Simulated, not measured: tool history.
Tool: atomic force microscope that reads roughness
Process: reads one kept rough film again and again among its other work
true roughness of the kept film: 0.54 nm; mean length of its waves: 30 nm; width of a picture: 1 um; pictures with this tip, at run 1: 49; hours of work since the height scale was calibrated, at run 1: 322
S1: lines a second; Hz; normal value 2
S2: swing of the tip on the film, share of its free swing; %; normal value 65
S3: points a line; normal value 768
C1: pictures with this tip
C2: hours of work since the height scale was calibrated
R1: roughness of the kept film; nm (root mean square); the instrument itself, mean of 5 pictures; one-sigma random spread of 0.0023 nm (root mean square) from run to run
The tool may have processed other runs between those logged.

Run 1, hour 0: usual settings; C1 49; C2 322. Result: R1 0.477 nm (root mean square).
Run 2, hour 12: usual settings; C1 77; C2 331. Result: R1 0.481 nm (root mean square).
Run 3, hour 21: usual settings but S1 3.53 Hz; C1 98; C2 337. Result: R1 0.452 nm (root mean square).
Run 4, hour 31.6: usual settings but S1 3.53 Hz; C1 122; C2 345. Result: R1 0.457 nm (root mean square).
Run 5, hour 37.7: usual settings but S1 0.59 Hz; C1 136; C2 350. Result: R1 0.51 nm (root mean square).
Run 6, hour 45.9: usual settings but S3 817; C1 155; C2 356. Result: R1 0.483 nm (root mean square).
Run 7, hour 50.8: usual settings but S1 2.11 Hz; C1 167; C2 359. Result: R1 0.481 nm (root mean square).
Run 8, hour 57.6: usual settings but S2 70 %; C1 183; C2 364. Result: R1 0.464 nm (root mean square).
Run 9, hour 66.6: usual settings but S2 70 %; C1 204; C2 371. Result: R1 0.466 nm (root mean square).
At hour 71.1: new tip fitted.
Run 10, hour 79.1: usual settings; C1 18; C2 380. Result: R1 0.483 nm (root mean square).
Run 11, hour 90.7: usual settings; C1 45; C2 389. Result: R1 0.483 nm (root mean square).
Run 12, hour 97.4: usual settings but S1 1.47 Hz, S2 84 %; C1 61; C2 393. Result: R1 0.443 nm (root mean square).
Run 13, hour 104.1: usual settings but S2 82 %, S3 587; C1 76; C2 398. Result: R1 0.427 nm (root mean square).
Run 14, hour 111.3: usual settings but S1 0.52 Hz, S2 86 %; C1 93; C2 404. Result: R1 0.492 nm (root mean square).
Run 15, hour 123.3: usual settings but S1 2.48 Hz, S2 63 %, S3 322; C1 121; C2 413. Result: R1 0.478 nm (root mean square).
Run 16, hour 133: usual settings but S1 2.05 Hz, S2 79 %, S3 811; C1 143; C2 420. Result: R1 0.437 nm (root mean square).
Run 17, hour 141.4: usual settings but S1 1.2 Hz, S3 826; C1 163; C2 426. Result: R1 0.496 nm (root mean square).
Run 18, hour 147.1: usual settings but S1 1.2 Hz, S3 826; C1 176; C2 430. Result: R1 0.497 nm (root mean square).
Run 19, hour 156: usual settings but S1 1.42 Hz, S2 59 %, S3 732; C1 197; C2 437. Result: R1 0.503 nm (root mean square).
At hour 163.6: new tip fitted.
Run 20, hour 165.2: usual settings but S1 1.42 Hz, S2 59 %, S3 732; C1 4; C2 443. Result: R1 0.505 nm (root mean square).
Run 21, hour 173.3: usual settings but S1 1.42 Hz, S2 71 %, S3 732; C1 23; C2 449. Result: R1 0.481 nm (root mean square).

Here are 3 independent what-if runs from the current tool condition. What would each one return?
Run A, hour 179.5: usual settings but S1 1.42 Hz, S2 71 %, S3 693; C1 37; C2 454. Result: R1 ?.
Run B, hour 179.5: usual settings but S1 2.78 Hz, S2 81 %, S3 382; C1 37; C2 454. Result: R1 ?.
Run C, hour 179.5: usual settings but S1 3.09 Hz, S2 88 %; C1 37; C2 454. Result: R1 ?.

run     R1
  A  0.481
  B  0.399
  C  0.355
With no hidden state in the tool, these same runs would have given:
run     R1
  A  0.481
  B  0.399
  C  0.355
